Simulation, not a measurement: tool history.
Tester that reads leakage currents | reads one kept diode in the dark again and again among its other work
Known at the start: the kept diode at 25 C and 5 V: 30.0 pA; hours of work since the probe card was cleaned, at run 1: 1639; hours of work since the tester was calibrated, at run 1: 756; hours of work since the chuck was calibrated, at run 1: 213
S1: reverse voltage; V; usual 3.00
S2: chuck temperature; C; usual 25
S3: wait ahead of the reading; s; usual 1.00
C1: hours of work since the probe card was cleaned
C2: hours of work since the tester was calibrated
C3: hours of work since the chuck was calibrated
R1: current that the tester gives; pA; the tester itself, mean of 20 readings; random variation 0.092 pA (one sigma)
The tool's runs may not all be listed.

run,hour,S1,S2,S3,C1,C2,C3,R1
1,0.0,3.00,25,1.00,1639,756,213,25.92
2,64.2,3.00,25,1.00,1673,790,247,25.85
3,141.6,3.00,58,1.00,1714,831,288,239.36
4,186.5,3.00,58,1.00,1737,855,312,240.37
5,237.3,3.00,23,1.00,1764,882,339,22.01
6,298.4,3.00,23,1.00,1797,915,371,22.25
7,365.1,3.00,23,1.00,1832,950,406,22.10
8,423.4,3.00,23,1.00,1863,981,437,22.17
9,487.8,3.00,23,1.00,1897,1015,471,22.24
10,533.3,3.00,20,1.00,1921,1039,496,17.60
11,572.9,3.00,25,1.48,1942,1060,517,25.57
12,643.2,3.00,25,1.48,1980,1097,554,25.75
13,697.9,3.00,25,1.00,2009,1126,583,25.77
14,760.6,3.00,31,1.00,2042,1160,616,39.79
15,824.7,3.00,31,1.00,2076,1194,650,39.99
16,883.9,3.00,32,1.00,2107,1225,681,42.89
17,954.5,3.00,47,2.27,2145,1263,719,118.91
18,1032.0,2.34,25,2.32,2186,1304,760,23.47
19,1066.4,2.34,25,2.32,2204,1322,778,23.50
20,1110.4,2.34,25,2.32,2227,1345,802,23.58
21,1171.1,2.56,25,3.36,2260,1377,834,24.17
# hour 1186.0: chuck's temperature calibrated
22,1219.7,2.56,25,3.36,2284,1402,18,24.32
23,1255.4,2.56,25,3.36,2303,1421,37,24.17
24,1306.8,2.56,25,3.36,2330,1448,64,24.23
25,1353.5,2.56,25,3.36,2355,1473,89,24.15
26,1428.1,3.00,54,0.66,2395,1513,128,187.62
27,1508.6,6.50,35,0.36,2438,1555,171,70.22
28,1588.0,3.00,42,1.00,2480,1597,213,86.10
29,1670.6,16.34,52,1.00,2523,1641,257,289.52

Forecast each of these 3 alternatives for the next run:
A,1748.1,10.25,23,1.44,2565,1682,298,?
B,1748.1,4.07,29,1.00,2565,1682,298,?
C,1748.1,3.00,25,7.21,2565,1682,298,?

run,R1
A,33.56
B,38.56
C,25.49
Without the tool's hidden state the same runs would have given:
run,R1
A,33.53
B,38.56
C,25.49
